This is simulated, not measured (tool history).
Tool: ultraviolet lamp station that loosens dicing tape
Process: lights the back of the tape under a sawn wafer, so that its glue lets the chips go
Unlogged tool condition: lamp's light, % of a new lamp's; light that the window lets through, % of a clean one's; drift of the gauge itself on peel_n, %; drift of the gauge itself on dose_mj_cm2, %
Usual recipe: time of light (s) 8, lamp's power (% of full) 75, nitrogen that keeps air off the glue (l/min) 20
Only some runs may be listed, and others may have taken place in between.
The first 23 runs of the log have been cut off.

run	hour	time of light (s)	lamp's power (% of full)	nitrogen that keeps air off the glue (l/min)	hours of work of the lamp	hours of work since the window was cleaned	force that peels the tape off (N)	light that reached the tape (J/m2)
24	551.8	12	63	32	452	145	0.170	3720
25	581.7	12	63	32	474	167	0.162	3670
26	611.2	13	63	21	496	189	0.179	3880
27	625.7	9	75	20	507	199	0.272	3180
28	648.8	5	70	20	524	216	0.860	1670
29	669.3	5	70	20	539	232	0.866	1620
30	700.5	5	70	20	562	254	0.887	1590
31	714.9	10	75	6	572	265	0.521	3380
32	732.8	5	75	20	585	278	0.820	1720
33	756.7	5	72	27	603	296	0.785	1590
34	783.1	5	72	27	622	315	0.799	1590
35	810.0	7	95	27	642	335	0.292	2870
36	833.5	7	79	27	659	352	0.403	2350
37	854.2	10	74	19	675	368	0.304	3130
38	882.4	8	71	12	695	388	0.642	2350
39	912.8	8	71	20	718	411	0.487	2350
40	927.9	8	71	20	729	422	0.494	2310

Forecast each of these 3 alternatives for the next run:
A	947.9	6	71	20	744	436	?	?
B	947.9	8	60	31	744	436	?	?
C	947.9	5	100	17	744	436	?	?

run	force that peels the tape off (N)	light that reached the tape (J/m2)
A	0.789	1710
B	0.556	1910
C	0.675	2040
What these runs would have given with no unlogged condition in the tool:
run	force that peels the tape off (N)	light that reached the tape (J/m2)
A	0.379	2670
B	0.244	2990
C	0.309	3170
